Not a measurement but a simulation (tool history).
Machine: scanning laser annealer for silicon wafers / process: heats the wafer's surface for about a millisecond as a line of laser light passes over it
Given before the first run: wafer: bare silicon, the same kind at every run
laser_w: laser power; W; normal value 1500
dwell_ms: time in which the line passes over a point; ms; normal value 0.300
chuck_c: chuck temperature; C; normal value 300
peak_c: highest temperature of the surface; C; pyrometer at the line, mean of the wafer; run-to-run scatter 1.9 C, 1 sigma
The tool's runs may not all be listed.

| run | hour | laser_w | dwell_ms | chuck_c | peak_c |
|---|---|---|---|---|---|
| 1 | 0.0 | 1500 | 0.300 | 300 | 1140 |
| 2 | 5.8 | 1500 | 0.300 | 300 | 1140 |
| 3 | 10.4 | 1500 | 0.300 | 300 | 1142 |
| 4 | 16.5 | 1276 | 0.300 | 300 | 1025 |
| 5 | 22.1 | 1276 | 0.300 | 300 | 1024 |
| 6 | 30.0 | 1276 | 0.300 | 300 | 1023 |
| 7 | 38.0 | 1276 | 0.300 | 300 | 1025 |
| 8 | 47.5 | 1276 | 0.238 | 300 | 934 |
| 9 | 55.3 | 1276 | 0.238 | 300 | 934 |
| 10 | 60.0 | 1276 | 0.357 | 300 | 1095 |
| 11 | 65.5 | 1500 | 0.229 | 300 | 1019 |
| 12 | 71.4 | 1500 | 0.229 | 300 | 1020 |
| 13 | 80.8 | 1500 | 0.229 | 300 | 1022 |
| 14 | 87.0 | 1500 | 0.229 | 300 | 1020 |
| 15 | 96.3 | 1500 | 0.229 | 300 | 1019 |
|  | 101.8 | optics aligned, line set to its width |
| 16 | 109.6 | 1500 | 0.300 | 296 | 1135 |
| 17 | 116.1 | 1500 | 0.300 | 294 | 1128 |
| 18 | 120.5 | 1500 | 0.300 | 294 | 1128 |
| 19 | 126.4 | 1302 | 0.299 | 334 | 1069 |
| 20 | 133.7 | 1302 | 0.299 | 334 | 1067 |
|  | 141.3 | optics aligned, line set to its width, once more |
| 21 | 143.0 | 1508 | 0.304 | 268 | 1123 |
| 22 | 152.8 | 1578 | 0.300 | 300 | 1179 |
| 23 | 158.5 | 1500 | 0.300 | 271 | 1111 |
| 24 | 167.7 | 1500 | 0.300 | 271 | 1112 |
| 25 | 173.6 | 1387 | 0.300 | 271 | 1052 |
| 26 | 180.5 | 1387 | 0.300 | 271 | 1056 |
| 27 | 189.6 | 1387 | 0.300 | 271 | 1057 |
| 28 | 198.7 | 1324 | 0.370 | 271 | 1116 |
| 29 | 204.4 | 1500 | 0.255 | 305 | 1076 |
| 30 | 211.4 | 1447 | 0.284 | 325 | 1115 |
| 31 | 218.1 | 1447 | 0.284 | 325 | 1114 |
| 32 | 224.5 | 1593 | 0.276 | 335 | 1181 |
| 33 | 229.5 | 1431 | 0.300 | 275 | 1083 |

A few steps of peak_c between consecutive runs. Split each: what settings, incoming material and random variation would produce without the hidden state, and what is left over for the hidden state, along with gauge scatter present in only one of the two compared results (measured, and without hidden state):
Unlogged tool condition in this case: light that passes the window, % of a clean one's; laser's true power over the reading, %; width of the line over the set one, %; drift of the gauge itself on peak_c, C.
Run 3 -> 4: laser_w 1500 -> 1276. peak_c -117 C: hidden state +1, all else -118.
Run 9 -> 10: dwell_ms 0.238 -> 0.357. peak_c +161 C: hidden state -3, all else +164.
Run 15 -> 16: dwell_ms 0.229 -> 0.300, chuck_c 300 -> 296, optics aligned, line set to its width. peak_c +116 C: hidden state -4, all else +120.
Run 20 -> 21: laser_w 1302 -> 1508, dwell_ms 0.299 -> 0.304, chuck_c 334 -> 268, optics aligned, line set to its width, once more. peak_c +56 C: hidden state +6, all else +50.

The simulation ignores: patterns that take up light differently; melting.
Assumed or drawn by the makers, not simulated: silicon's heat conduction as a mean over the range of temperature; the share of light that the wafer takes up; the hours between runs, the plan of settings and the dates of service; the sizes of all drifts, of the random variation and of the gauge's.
